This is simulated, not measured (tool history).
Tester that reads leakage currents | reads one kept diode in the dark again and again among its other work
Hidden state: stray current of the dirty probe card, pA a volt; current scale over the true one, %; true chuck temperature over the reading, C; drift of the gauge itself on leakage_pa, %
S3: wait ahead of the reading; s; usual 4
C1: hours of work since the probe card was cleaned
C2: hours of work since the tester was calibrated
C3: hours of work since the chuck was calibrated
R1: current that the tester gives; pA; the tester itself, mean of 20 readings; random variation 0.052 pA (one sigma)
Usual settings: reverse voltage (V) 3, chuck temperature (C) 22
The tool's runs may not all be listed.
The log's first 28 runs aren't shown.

{"run": 29, "hour": 1823.5, "reverse voltage (V)": 1.04, "chuck temperature (C)": 33, "S3": 0.63, "C1": 571, "C2": 2309, "C3": 523, "R1": 7.57}
{"run": 30, "hour": 1905.0, "reverse voltage (V)": 2.67, "chuck temperature (C)": 40, "S3": 3.05, "C1": 618, "C2": 2357, "C3": 570, "R1": 18.16}
{"run": 31, "hour": 1979.6, "reverse voltage (V)": 2.67, "chuck temperature (C)": 25, "S3": 1.49, "C1": 661, "C2": 2400, "C3": 613, "R1": 6.79}
{"run": 32, "hour": 2067.1, "reverse voltage (V)": 2.67, "chuck temperature (C)": 25, "S3": 1.49, "C1": 712, "C2": 2451, "C3": 664, "R1": 6.84}
{"run": 33, "hour": 2122.6, "reverse voltage (V)": 2.78, "chuck temperature (C)": 46, "S3": 8.7, "C1": 744, "C2": 2483, "C3": 696, "R1": 27.09}
{"run": 34, "hour": 2180.3, "reverse voltage (V)": 2.78, "chuck temperature (C)": 46, "S3": 8.7, "C1": 778, "C2": 2516, "C3": 730, "R1": 27.21}
{"run": 35, "hour": 2223.2, "reverse voltage (V)": 4.2, "chuck temperature (C)": 55, "S3": 8.7, "C1": 802, "C2": 2541, "C3": 755, "R1": 58.33}
{"run": 36, "hour": 2302.4, "reverse voltage (V)": 4.2, "chuck temperature (C)": 55, "S3": 8.7, "C1": 848, "C2": 2587, "C3": 801, "R1": 58.45}

3 ways to go on from here, each from the tool as it stands after run 36. What would each give?
{"run": "A", "hour": 2348.5, "reverse voltage (V)": 4.41, "chuck temperature (C)": 38, "S3": 1.35, "C1": 875, "C2": 2614, "C3": 827, "R1": "?"}
{"run": "B", "hour": 2348.5, "reverse voltage (V)": 1.18, "chuck temperature (C)": 22, "S3": 7.21, "C1": 875, "C2": 2614, "C3": 827, "R1": "?"}
{"run": "C", "hour": 2348.5, "reverse voltage (V)": 3, "chuck temperature (C)": 27, "S3": 4, "C1": 875, "C2": 2614, "C3": 827, "R1": "?"}

run=A R1=20.56
run=B R1=3.5
run=C R1=7.94
Without the tool's hidden state the same runs would have given:
run=A R1=20.28
run=B R1=3.38
run=C R1=7.58

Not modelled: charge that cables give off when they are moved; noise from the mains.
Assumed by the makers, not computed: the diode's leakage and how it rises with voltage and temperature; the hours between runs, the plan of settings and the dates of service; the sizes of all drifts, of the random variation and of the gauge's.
